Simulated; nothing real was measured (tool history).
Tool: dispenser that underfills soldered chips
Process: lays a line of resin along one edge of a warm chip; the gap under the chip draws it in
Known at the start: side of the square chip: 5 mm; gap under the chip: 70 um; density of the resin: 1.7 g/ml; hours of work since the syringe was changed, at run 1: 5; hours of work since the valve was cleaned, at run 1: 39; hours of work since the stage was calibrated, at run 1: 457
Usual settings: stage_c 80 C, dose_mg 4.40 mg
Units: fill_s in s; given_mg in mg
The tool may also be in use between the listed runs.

run,hour,stage_c,dose_mg,hours of work since the syringe was changed,hours of work since the valve was cleaned,hours of work since the stage was calibrated,fill_s,given_mg
1,0.0,80,4.40,5,39,457,6.3,4.28
# hour 1.8: new syringe of resin
2,9.3,80,4.40,6,46,464,6.3,4.23
# hour 10.8: new syringe of resin
3,17.7,80,4.40,5,53,470,6.2,4.21
# hour 19.2: new syringe of resin
# hour 27.4: new syringe of resin
4,28.1,80,4.40,1,60,478,5.1,4.16
# hour 36.6: new syringe of resin
5,38.5,88,4.40,2,68,486,4.2,4.10
# hour 46.1: new syringe of resin
6,46.4,88,4.40,0,74,492,4.0,4.16
# hour 55.4: new syringe of resin
7,56.1,88,4.40,1,82,499,4.0,4.09
# hour 64.2: new syringe of resin
8,65.8,88,4.40,1,89,507,4.2,4.05
# hour 73.0: new syringe of resin
9,80.1,88,4.40,6,100,518,4.9,4.04
# hour 81.3: new syringe of resin
# hour 89.5: new syringe of resin
10,90.5,91,4.07,1,108,525,3.9,3.71
# hour 98.7: new syringe of resin
11,101.8,91,4.07,2,116,534,3.8,3.66
# hour 103.6: dispensing valve cleaned and set on the balance
# hour 108.1: new syringe of resin
12,111.9,67,5.58,3,6,541,7.5,5.54
# hour 116.7: new syringe of resin
13,123.4,89,5.58,5,15,550,4.7,5.55

The same runs without the tool's hidden state, with the same run-to-run variation:
The hidden state here: resin's viscosity, % of fresh resin's; dose that the valve gives, % of what is set; true chip temperature over the reading, C; drift of the gauge itself on fill_s, %; drift of the gauge itself on given_mg, %.
run,fill_s,given_mg
1,5.4,4.42
2,5.3,4.40
3,5.3,4.39
4,5.4,4.37
5,4.3,4.34
6,4.4,4.43
7,4.3,4.38
8,4.4,4.37
9,4.2,4.40
10,4.0,4.08
11,3.6,4.06
12,7.4,5.54
13,4.2,5.60
